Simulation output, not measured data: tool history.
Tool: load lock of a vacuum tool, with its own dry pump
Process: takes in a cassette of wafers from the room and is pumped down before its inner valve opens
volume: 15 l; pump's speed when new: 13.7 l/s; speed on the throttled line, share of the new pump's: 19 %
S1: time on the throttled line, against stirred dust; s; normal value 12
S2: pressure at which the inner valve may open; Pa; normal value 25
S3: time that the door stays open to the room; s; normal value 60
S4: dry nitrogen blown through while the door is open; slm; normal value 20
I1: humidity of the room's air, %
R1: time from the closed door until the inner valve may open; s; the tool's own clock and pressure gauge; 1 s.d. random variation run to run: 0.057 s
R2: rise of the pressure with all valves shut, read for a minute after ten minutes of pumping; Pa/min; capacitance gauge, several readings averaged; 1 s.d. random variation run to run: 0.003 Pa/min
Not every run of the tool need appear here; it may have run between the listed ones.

Run 1, hour 0.0: usual settings; I1 44.2. Result: R1 19.10 s, R2 0.164 Pa/min.
Run 2, hour 221.4: usual settings; I1 48.2. Result: R1 19.05 s, R2 0.172 Pa/min.
Run 3, hour 378.2: usual settings; I1 48.7. Result: R1 19.06 s, R2 0.171 Pa/min.
Run 4, hour 565.9: usual settings; I1 45.4. Result: R1 19.16 s, R2 0.171 Pa/min.
Run 5, hour 801.4: usual settings; I1 46.2. Result: R1 19.21 s, R2 0.172 Pa/min.
Run 6, hour 997.0: usual settings but S3 44 s; I1 47.4. Result: R1 19.24 s, R2 0.179 Pa/min.
Run 7, hour 1108.2: usual settings but S2 42 Pa, S3 44 s; I1 47.7. Result: R1 18.52 s, R2 0.187 Pa/min.
Run 8, hour 1315.6: usual settings but S2 42 Pa, S3 44 s; I1 47.0. Result: R1 18.42 s, R2 0.183 Pa/min.
Run 9, hour 1497.1: usual settings but S4 15 slm; I1 42.2. Result: R1 19.14 s, R2 0.192 Pa/min.
Run 10, hour 1632.0: usual settings but S1 20 s, S2 38 Pa, S3 197 s, S4 10 slm; I1 45.3. Result: R1 25.10 s, R2 0.238 Pa/min.
Run 11, hour 1775.1: usual settings but S1 10 s, S2 19 Pa, S3 46 s, S4 22 slm; I1 44.0. Result: R1 17.87 s, R2 0.197 Pa/min.
Run 12, hour 1994.9: usual settings but S2 24 Pa, S3 29 s, S4 6 slm; I1 45.3. Result: R1 19.17 s, R2 0.213 Pa/min.
Run 13, hour 2190.9: usual settings but S2 24 Pa, S3 29 s, S4 6 slm; I1 46.9. Result: R1 19.28 s, R2 0.224 Pa/min.
Run 14, hour 2328.9: usual settings but S2 24 Pa, S3 29 s, S4 6 slm; I1 46.8. Result: R1 19.33 s, R2 0.224 Pa/min.
Run 15, hour 2506.7: usual settings but S2 24 Pa, S3 29 s, S4 6 slm; I1 45.6. Result: R1 19.23 s, R2 0.224 Pa/min.
Run 16, hour 2670.3: usual settings but S1 16 s, S2 43 Pa, S3 145 s, S4 22 slm; I1 45.0. Result: R1 21.77 s, R2 0.225 Pa/min.
Run 17, hour 2848.3: usual settings but S1 16 s, S2 43 Pa, S3 145 s, S4 22 slm; I1 44.3. Result: R1 21.84 s, R2 0.228 Pa/min.
Run 18, hour 2989.8: usual settings but S1 8 s, S2 43 Pa, S3 103 s, S4 9 slm; I1 44.6. Result: R1 15.44 s, R2 0.256 Pa/min.

5 options for the next run, each taken on its own from the tool as it stands now. Forecast them:
Run A, hour 3118.3: usual settings but S1 8 s, S2 43 Pa, S3 82 s, S4 9 slm; I1 47.0. Result: R1 ?, R2 ?.
Run B, hour 3118.3: usual settings but S1 18 s; I1 45.4. Result: R1 ?, R2 ?.
Run C, hour 3118.3: usual settings but S1 11 s; I1 47.4. Result: R1 ?, R2 ?.
Run D, hour 3118.3: usual settings but S1 9 s, S2 34 Pa, S4 8 slm; I1 43.6. Result: R1 ?, R2 ?.
Run E, hour 3118.3: usual settings but S4 14 slm; I1 46.2. Result: R1 ?, R2 ?.

run     R1     R2
  A  15.36  0.256
  B  23.85  0.222
  C  18.37  0.227
  D  16.48  0.242
  E  19.27  0.230
With the hidden condition removed and each run's random variation left untouched, the same runs would have given:
run     R1     R2
  A  14.89  0.068
  B  23.47  0.036
  C  17.90  0.039
  D  16.00  0.058
  E  18.81  0.043
